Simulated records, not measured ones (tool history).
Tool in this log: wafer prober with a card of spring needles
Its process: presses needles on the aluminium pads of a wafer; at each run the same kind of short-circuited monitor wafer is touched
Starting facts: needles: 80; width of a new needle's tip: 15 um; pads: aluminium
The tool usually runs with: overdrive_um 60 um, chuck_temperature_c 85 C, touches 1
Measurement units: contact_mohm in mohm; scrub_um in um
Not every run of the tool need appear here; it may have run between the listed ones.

Run 1, hour 0.0: usual settings. Result: contact_mohm 118 mohm, scrub_um 13.10 um.
At hour 3.1: tips cleaned on abrasive film.
At hour 23.1: tips cleaned on abrasive film.
Run 2, hour 27.1: usual settings but chuck_temperature_c 26 C. Result: contact_mohm 111 mohm, scrub_um 13.08 um.
At hour 31.1: height of the first contact set anew.
At hour 45.1: tips cleaned on abrasive film.
At hour 64.7: tips cleaned on abrasive film.
Run 3, hour 72.2: usual settings but overdrive_um 43 um. Result: contact_mohm 127 mohm, scrub_um 9.37 um.
At hour 84.8: tips cleaned on abrasive film.
Run 4, hour 104.2: usual settings but touches 2. Result: contact_mohm 119 mohm, scrub_um 13.08 um.
At hour 106.6: tips cleaned on abrasive film.
At hour 127.7: tips cleaned on abrasive film.
Run 5, hour 139.0: usual settings but touches 2. Result: contact_mohm 119 mohm, scrub_um 13.06 um.
At hour 148.6: tips cleaned on abrasive film.
Run 6, hour 163.2: usual settings. Result: contact_mohm 114 mohm, scrub_um 13.06 um.
At hour 168.5: tips cleaned on abrasive film.
Run 7, hour 186.5: usual settings. Result: contact_mohm 118 mohm, scrub_um 13.07 um.
At hour 190.6: tips cleaned on abrasive film.
At hour 211.4: tips cleaned on abrasive film.
Run 8, hour 211.4: usual settings. Result: contact_mohm 118 mohm, scrub_um 13.04 um.
At hour 231.6: tips cleaned on abrasive film.
Run 9, hour 247.8: usual settings. Result: contact_mohm 118 mohm, scrub_um 13.03 um.
At hour 254.7: tips cleaned on abrasive film.
Run 10, hour 270.9: usual settings. Result: contact_mohm 118 mohm, scrub_um 13.03 um.
At hour 277.6: tips cleaned on abrasive film.
At hour 297.4: tips cleaned on abrasive film.
Run 11, hour 301.6: usual settings. Result: contact_mohm 116 mohm, scrub_um 13.04 um.
At hour 308.1: height of the first contact set anew.
At hour 319.0: tips cleaned on abrasive film.
At hour 340.0: tips cleaned on abrasive film.
Run 12, hour 343.7: usual settings but touches 2. Result: contact_mohm 115 mohm, scrub_um 13.04 um.
At hour 363.3: tips cleaned on abrasive film.
At hour 386.7: tips cleaned on abrasive film.
Run 13, hour 389.1: usual settings but overdrive_um 44 um. Result: contact_mohm 123 mohm, scrub_um 9.52 um.
At hour 406.4: tips cleaned on abrasive film.
At hour 426.2: tips cleaned on abrasive film.
Run 14, hour 431.5: usual settings but overdrive_um 44 um. Result: contact_mohm 124 mohm, scrub_um 9.55 um.
At hour 446.9: tips cleaned on abrasive film.
Run 15, hour 456.7: usual settings but overdrive_um 44 um. Result: contact_mohm 124 mohm, scrub_um 9.53 um.
At hour 468.9: tips cleaned on abrasive film.
Run 16, hour 483.4: usual settings but overdrive_um 44 um. Result: contact_mohm 125 mohm, scrub_um 9.55 um.
At hour 491.4: tips cleaned on abrasive film.
At hour 514.3: tips cleaned on abrasive film.
Run 17, hour 528.3: usual settings but touches 3. Result: contact_mohm 116 mohm, scrub_um 12.99 um.
At hour 534.4: tips cleaned on abrasive film.
At hour 555.2: tips cleaned on abrasive film.
Run 18, hour 555.2: usual settings but overdrive_um 44 um, chuck_temperature_c 54 C, touches 2. Result: contact_mohm 118 mohm, scrub_um 9.54 um.
At hour 575.6: tips cleaned on abrasive film.
At hour 586.4: height of the first contact set anew.
Run 19, hour 592.6: usual settings but overdrive_um 53 um, chuck_temperature_c 119 C, touches 3. Result: contact_mohm 126 mohm, scrub_um 11.46 um.
At hour 596.3: tips cleaned on abrasive film.
At hour 619.1: gauge calibrated.
At hour 619.2: tips cleaned on abrasive film.
Run 20, hour 637.0: usual settings but overdrive_um 42 um, chuck_temperature_c 119 C, touches 2. Result: contact_mohm 131 mohm, scrub_um 9.15 um.
At hour 639.8: tips cleaned on abrasive film.
At hour 660.6: tips cleaned on abrasive film.
Run 21, hour 662.5: usual settings but overdrive_um 42 um, chuck_temperature_c 119 C, touches 2. Result: contact_mohm 129 mohm, scrub_um 9.16 um.
At hour 681.3: tips cleaned on abrasive film.
At hour 702.9: tips cleaned on abrasive film.
Run 22, hour 708.2: usual settings but overdrive_um 42 um, chuck_temperature_c 119 C, touches 2. Result: contact_mohm 131 mohm, scrub_um 9.17 um.
At hour 725.8: tips cleaned on abrasive film.
Run 23, hour 737.4: usual settings but overdrive_um 43 um, chuck_temperature_c 86 C. Result: contact_mohm 125 mohm, scrub_um 9.36 um.
At hour 746.9: tips cleaned on abrasive film.
At hour 766.6: tips cleaned on abrasive film.
Run 24, hour 776.5: usual settings but chuck_temperature_c 39 C, touches 3. Result: contact_mohm 112 mohm, scrub_um 13.03 um.
At hour 786.9: tips cleaned on abrasive film.
At hour 808.5: tips cleaned on abrasive film.
Run 25, hour 819.2: usual settings but chuck_temperature_c 39 C, touches 3. Result: contact_mohm 109 mohm, scrub_um 13.04 um.
At hour 828.8: tips cleaned on abrasive film.
At hour 849.6: tips cleaned on abrasive film.
Run 26, hour 849.6: usual settings but overdrive_um 63 um, chuck_temperature_c 33 C. Result: contact_mohm 109 mohm, scrub_um 13.70 um.
At hour 866.1: height of the first contact set anew.
At hour 872.2: tips cleaned on abrasive film.
Run 27, hour 889.7: usual settings but overdrive_um 61 um, chuck_temperature_c 34 C. Result: contact_mohm 110 mohm, scrub_um 13.24 um.
At hour 891.8: tips cleaned on abrasive film.
At hour 912.1: tips cleaned on abrasive film.
At hour 932.7: tips cleaned on abrasive film.
Run 28, hour 932.8: usual settings but overdrive_um 50 um. Result: contact_mohm 123 mohm, scrub_um 10.87 um.
At hour 953.7: tips cleaned on abrasive film.
Run 29, hour 958.5: usual settings but overdrive_um 52 um, chuck_temperature_c 107 C. Result: contact_mohm 124 mohm, scrub_um 11.32 um.
At hour 976.7: tips cleaned on abrasive film.
At hour 998.8: tips cleaned on abrasive film.
Run 30, hour 1006.5: usual settings but overdrive_um 52 um, chuck_temperature_c 107 C. Result: contact_mohm 126 mohm, scrub_um 11.28 um.
At hour 1020.7: tips cleaned on abrasive film.
Run 31, hour 1034.1: usual settings but overdrive_um 48 um. Result: contact_mohm 122 mohm, scrub_um 10.41 um.
At hour 1040.7: tips cleaned on abrasive film.
At hour 1062.6: tips cleaned on abrasive film.
Run 32, hour 1065.2: usual settings but overdrive_um 72 um, chuck_temperature_c 101 C. Result: contact_mohm 115 mohm, scrub_um 15.61 um.

Had the tool no unlogged condition, and each run kept its random variation, what would the results have been?
Hidden state present: debris on the tips, nm; way that the needles fall short of the set height, um; tips' diameter, um; drift of the gauge itself on contact_mohm, %; drift of the gauge itself on scrub_um, %.
run  scrub_um
  1     13.10
  2     13.09
  3      9.38
  4     13.10
  5     13.09
  6     13.09
  7     13.10
  8     13.08
  9     13.08
 10     13.08
 11     13.10
 12     13.11
 13      9.58
 14      9.61
 15      9.60
 16      9.62
 17     13.10
 18      9.62
 19     11.56
 20      9.15
 21      9.16
 22      9.18
 23      9.37
 24     13.06
 25     13.08
 26     13.75
 27     13.29
 28     10.93
 29     11.38
 30     11.35
 31     10.48
 32     15.72
For contact_mohm, the value without the hidden state is never more than 1 mohm from the measured value.
